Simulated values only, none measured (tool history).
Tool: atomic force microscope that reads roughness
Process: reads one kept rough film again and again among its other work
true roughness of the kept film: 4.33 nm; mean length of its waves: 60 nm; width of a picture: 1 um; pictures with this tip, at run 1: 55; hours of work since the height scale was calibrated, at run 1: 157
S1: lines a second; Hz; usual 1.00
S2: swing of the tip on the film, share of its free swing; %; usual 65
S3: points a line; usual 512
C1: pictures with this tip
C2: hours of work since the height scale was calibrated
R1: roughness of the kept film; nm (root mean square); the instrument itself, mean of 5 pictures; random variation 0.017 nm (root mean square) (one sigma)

run,hour,S1,S2,S3,C1,C2,R1
1,0.0,1.00,65,512,55,157,3.999
2,21.6,1.00,65,327,85,167,3.896
3,34.8,1.00,65,512,103,173,3.902
# hour 39.7: new tip fitted
4,58.7,1.00,65,512,26,184,4.054
5,72.7,2.43,65,512,46,190,3.876
6,90.2,3.45,65,512,70,198,3.763
7,112.3,3.45,65,512,100,208,3.665
# hour 119.1: new tip fitted
8,134.3,3.45,65,512,21,218,3.839
9,147.3,3.45,65,512,39,224,3.828
10,163.1,1.00,65,512,61,232,3.970
11,176.0,1.00,65,512,79,238,3.932
# hour 196.9: new tip fitted
12,198.2,1.00,65,512,2,248,4.134
13,215.8,1.00,65,512,26,256,4.038
14,235.4,1.00,65,512,53,265,3.993
15,253.7,1.00,65,512,79,273,3.912
16,265.1,1.00,65,512,95,278,3.880
# hour 274.6: new tip fitted
17,276.4,1.00,61,512,3,283,4.138
18,300.6,1.00,65,512,36,294,4.031
19,319.0,1.00,65,512,62,303,3.986
20,342.4,1.00,65,512,94,314,3.881
# hour 354.1: new tip fitted
21,355.7,1.00,65,512,3,320,4.150
22,376.1,0.64,65,512,31,329,4.076
23,395.3,1.00,65,512,58,338,3.951
24,408.2,1.00,65,512,75,344,3.954
# hour 432.0: new tip fitted
25,432.1,1.00,65,512,0,355,4.154

The next listed run, before its measurement:
26,444.6,1.00,65,512,17,360,?

{"run 26": {"R1": 4.1}}
Without the tool's hidden state the same run would have given R1 4.117 nm (root mean square).
